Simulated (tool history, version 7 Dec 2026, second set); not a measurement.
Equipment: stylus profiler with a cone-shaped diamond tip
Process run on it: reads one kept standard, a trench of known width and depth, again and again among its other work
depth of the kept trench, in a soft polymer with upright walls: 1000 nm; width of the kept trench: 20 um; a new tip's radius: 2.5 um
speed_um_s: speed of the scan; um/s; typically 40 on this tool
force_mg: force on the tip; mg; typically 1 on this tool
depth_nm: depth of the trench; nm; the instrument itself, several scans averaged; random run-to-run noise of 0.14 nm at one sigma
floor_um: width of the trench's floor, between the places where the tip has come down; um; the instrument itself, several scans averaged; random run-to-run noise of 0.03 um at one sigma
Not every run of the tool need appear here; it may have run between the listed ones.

{"run": 1, "hour": 0.0, "speed_um_s": 40, "force_mg": 1, "depth_nm": 1003.59, "floor_um": 15.6}
{"run": 2, "hour": 17.3, "speed_um_s": 40, "force_mg": 1, "depth_nm": 1003.77, "floor_um": 15.5}
{"run": 3, "hour": 25.7, "speed_um_s": 40, "force_mg": 1, "depth_nm": 1003.6, "floor_um": 15.54}
{"run": 4, "hour": 44.1, "speed_um_s": 40, "force_mg": 1, "depth_nm": 1003.52, "floor_um": 15.59}
{"hour": 46.3, "done": "height scale calibrated on a step standard"}
{"run": 5, "hour": 53.0, "speed_um_s": 26, "force_mg": 1, "depth_nm": 1003.49, "floor_um": 15.63}
{"run": 6, "hour": 69.6, "speed_um_s": 71, "force_mg": 1, "depth_nm": 1003.49, "floor_um": 15.35}
{"run": 7, "hour": 86.8, "speed_um_s": 14, "force_mg": 1.46, "depth_nm": 1004.67, "floor_um": 15.65}
{"hour": 96.6, "done": "height scale calibrated on a step standard, once more"}
{"run": 8, "hour": 100.4, "speed_um_s": 55, "force_mg": 1.74, "depth_nm": 1006.81, "floor_um": 15.56}
{"run": 9, "hour": 114.1, "speed_um_s": 122, "force_mg": 2.38, "depth_nm": 1008.52, "floor_um": 15.32}
{"run": 10, "hour": 126.3, "speed_um_s": 97, "force_mg": 0.9, "depth_nm": 1004.47, "floor_um": 15.18}

Branching from run 10: 4 alternative next runs. What would each branch give?
{"run": "A", "hour": 136.3, "speed_um_s": 62, "force_mg": 0.9, "depth_nm": "?", "floor_um": "?"}
{"run": "B", "hour": 136.3, "speed_um_s": 18, "force_mg": 2.37, "depth_nm": "?", "floor_um": "?"}
{"run": "C", "hour": 136.3, "speed_um_s": 43, "force_mg": 0.52, "depth_nm": "?", "floor_um": "?"}
{"run": "D", "hour": 136.3, "speed_um_s": 12, "force_mg": 0.48, "depth_nm": "?", "floor_um": "?"}

run=A depth_nm=1004.41 floor_um=15.36
run=B depth_nm=1008.46 floor_um=15.73
run=C depth_nm=1003.02 floor_um=15.42
run=D depth_nm=1003.06 floor_um=15.68
With no hidden state in the tool, these same runs would have given:
run=A depth_nm=1004.26 floor_um=15.58
run=B depth_nm=1008.31 floor_um=15.95
run=C depth_nm=1002.87 floor_um=15.63
run=D depth_nm=1002.91 floor_um=15.89
